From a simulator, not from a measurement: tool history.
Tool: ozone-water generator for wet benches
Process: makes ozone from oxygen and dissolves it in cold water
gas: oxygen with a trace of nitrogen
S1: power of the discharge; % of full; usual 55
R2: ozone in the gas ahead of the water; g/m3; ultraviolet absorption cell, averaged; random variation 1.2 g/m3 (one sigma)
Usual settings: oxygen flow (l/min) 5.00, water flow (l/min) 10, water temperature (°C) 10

{"run": 1, "hour": 0.0, "S1": 55, "oxygen flow (l/min)": 5.0, "water flow (l/min)": 10, "water temperature (°C)": 10, "dissolved ozone (ppm)": 34.8, "R2": 216.2}
{"run": 2, "hour": 100.2, "S1": 55, "oxygen flow (l/min)": 5.0, "water flow (l/min)": 10, "water temperature (°C)": 10, "dissolved ozone (ppm)": 34.5, "R2": 217.9}
{"run": 3, "hour": 187.7, "S1": 55, "oxygen flow (l/min)": 5.0, "water flow (l/min)": 10, "water temperature (°C)": 10, "dissolved ozone (ppm)": 34.3, "R2": 219.5}
{"run": 4, "hour": 284.7, "S1": 55, "oxygen flow (l/min)": 5.0, "water flow (l/min)": 10, "water temperature (°C)": 10, "dissolved ozone (ppm)": 34.2, "R2": 218.2}
{"run": 5, "hour": 370.5, "S1": 55, "oxygen flow (l/min)": 5.0, "water flow (l/min)": 10, "water temperature (°C)": 10, "dissolved ozone (ppm)": 34.2, "R2": 216.8}
{"run": 6, "hour": 470.5, "S1": 55, "oxygen flow (l/min)": 5.0, "water flow (l/min)": 10, "water temperature (°C)": 10, "dissolved ozone (ppm)": 33.9, "R2": 217.7}
{"run": 7, "hour": 604.8, "S1": 55, "oxygen flow (l/min)": 5.0, "water flow (l/min)": 10, "water temperature (°C)": 11, "dissolved ozone (ppm)": 33.8, "R2": 215.2}
{"run": 8, "hour": 671.3, "S1": 55, "oxygen flow (l/min)": 5.0, "water flow (l/min)": 10, "water temperature (°C)": 11, "dissolved ozone (ppm)": 32.8, "R2": 216.5}
{"run": 9, "hour": 764.8, "S1": 55, "oxygen flow (l/min)": 5.0, "water flow (l/min)": 10, "water temperature (°C)": 11, "dissolved ozone (ppm)": 33.4, "R2": 216.0}
{"run": 10, "hour": 907.8, "S1": 55, "oxygen flow (l/min)": 5.0, "water flow (l/min)": 10, "water temperature (°C)": 11, "dissolved ozone (ppm)": 33.6, "R2": 216.4}
{"run": 11, "hour": 1000.6, "S1": 55, "oxygen flow (l/min)": 7.39, "water flow (l/min)": 10, "water temperature (°C)": 7, "dissolved ozone (ppm)": 35.9, "R2": 183.5}
{"run": 12, "hour": 1108.5, "S1": 96, "oxygen flow (l/min)": 5.46, "water flow (l/min)": 6, "water temperature (°C)": 7, "dissolved ozone (ppm)": 77.0, "R2": 309.6}
{"run": 13, "hour": 1244.8, "S1": 89, "oxygen flow (l/min)": 5.46, "water flow (l/min)": 7, "water temperature (°C)": 7, "dissolved ozone (ppm)": 66.1, "R2": 297.0}
{"run": 14, "hour": 1337.7, "S1": 89, "oxygen flow (l/min)": 5.46, "water flow (l/min)": 7, "water temperature (°C)": 7, "dissolved ozone (ppm)": 65.6, "R2": 292.6}
{"run": 15, "hour": 1428.0, "S1": 61, "oxygen flow (l/min)": 5.0, "water flow (l/min)": 11, "water temperature (°C)": 12, "dissolved ozone (ppm)": 32.2, "R2": 229.2}
{"hour": 1520.0, "done": "water thermometer calibrated"}
{"run": 16, "hour": 1524.4, "S1": 60, "oxygen flow (l/min)": 5.0, "water flow (l/min)": 8, "water temperature (°C)": 11, "dissolved ozone (ppm)": 41.5, "R2": 224.1}
{"run": 17, "hour": 1651.6, "S1": 61, "oxygen flow (l/min)": 5.46, "water flow (l/min)": 14, "water temperature (°C)": 9, "dissolved ozone (ppm)": 27.2, "R2": 220.9}
{"run": 18, "hour": 1716.6, "S1": 61, "oxygen flow (l/min)": 5.46, "water flow (l/min)": 14, "water temperature (°C)": 9, "dissolved ozone (ppm)": 27.2, "R2": 220.2}
{"run": 19, "hour": 1852.6, "S1": 89, "oxygen flow (l/min)": 7.16, "water flow (l/min)": 15, "water temperature (°C)": 14, "dissolved ozone (ppm)": 31.1, "R2": 260.4}

5 ways to go on from here, each from the tool as it stands after run 19. What would each give?
{"run": "A", "hour": 1939.7, "S1": 89, "oxygen flow (l/min)": 7.19, "water flow (l/min)": 8, "water temperature (°C)": 11, "dissolved ozone (ppm)": "?", "R2": "?"}
{"run": "B", "hour": 1939.7, "S1": 47, "oxygen flow (l/min)": 6.08, "water flow (l/min)": 10, "water temperature (°C)": 15, "dissolved ozone (ppm)": "?", "R2": "?"}
{"run": "C", "hour": 1939.7, "S1": 81, "oxygen flow (l/min)": 5.0, "water flow (l/min)": 10, "water temperature (°C)": 10, "dissolved ozone (ppm)": "?", "R2": "?"}
{"run": "D", "hour": 1939.7, "S1": 41, "oxygen flow (l/min)": 5.0, "water flow (l/min)": 12, "water temperature (°C)": 16, "dissolved ozone (ppm)": "?", "R2": "?"}
{"run": "E", "hour": 1939.7, "S1": 58, "oxygen flow (l/min)": 7.16, "water flow (l/min)": 15, "water temperature (°C)": 11, "dissolved ozone (ppm)": "?", "R2": "?"}

run=A dissolved_ozone_(ppm)=54.1 R2=260.4
run=B dissolved_ozone_(ppm)=27.0 R2=176.2
run=C dissolved_ozone_(ppm)=43.9 R2=278.4
run=D dissolved_ozone_(ppm)=20.8 R2=173.6
run=E dissolved_ozone_(ppm)=24.3 R2=192.2
Without the tool's hidden state the same runs would have given:
run=A dissolved_ozone_(ppm)=60.1 R2=287.1
run=B dissolved_ozone_(ppm)=28.9 R2=186.7
run=C dissolved_ozone_(ppm)=48.5 R2=305.0
run=D dissolved_ozone_(ppm)=22.1 R2=182.5
run=E dissolved_ozone_(ppm)=26.4 R2=206.3

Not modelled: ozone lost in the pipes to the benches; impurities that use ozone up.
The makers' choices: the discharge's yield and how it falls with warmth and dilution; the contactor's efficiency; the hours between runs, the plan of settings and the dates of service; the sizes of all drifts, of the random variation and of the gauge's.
